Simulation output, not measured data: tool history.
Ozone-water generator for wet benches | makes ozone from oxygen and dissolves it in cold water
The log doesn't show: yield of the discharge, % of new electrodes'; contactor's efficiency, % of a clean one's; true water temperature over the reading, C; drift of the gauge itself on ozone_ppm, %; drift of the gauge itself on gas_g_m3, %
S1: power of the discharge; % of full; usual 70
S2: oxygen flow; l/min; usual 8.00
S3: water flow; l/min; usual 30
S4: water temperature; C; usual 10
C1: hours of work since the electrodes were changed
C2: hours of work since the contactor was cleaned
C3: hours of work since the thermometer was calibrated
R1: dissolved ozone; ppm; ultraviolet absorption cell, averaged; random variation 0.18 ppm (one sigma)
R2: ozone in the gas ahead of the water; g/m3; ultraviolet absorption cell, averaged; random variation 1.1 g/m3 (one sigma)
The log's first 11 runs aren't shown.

run,hour,S1,S2,S3,S4,C1,C2,C3,R1,R2
12,493.8,70,8.00,30,11,973,5195,5140,25.1,186.3
13,544.0,70,8.00,30,11,1006,5227,5173,25.4,186.0
14,599.7,70,8.00,29,11,1042,5263,5209,25.8,188.2
15,650.2,70,8.00,29,11,1074,5296,5241,26.0,184.3
16,703.0,70,8.00,29,11,1108,5330,5276,26.0,185.4
# hour 732.3: gauge calibrated
17,760.2,70,8.00,30,10,1145,5367,5312,25.3,192.3
18,814.9,81,8.00,30,10,1181,5402,5348,28.2,210.1
19,850.6,68,8.00,30,10,1204,5425,5371,25.2,188.2
20,884.5,68,8.00,30,10,1226,5447,5393,25.2,186.1

Run 21 comes next. What will it give?
21,928.2,68,8.00,30,10,1254,5475,5421,?,?

R1: 24.7 ppm
R2: 185.1 g/m3
Without the tool's hidden state the same run would have given R1 24.7 ppm, R2 186.6 g/m3.
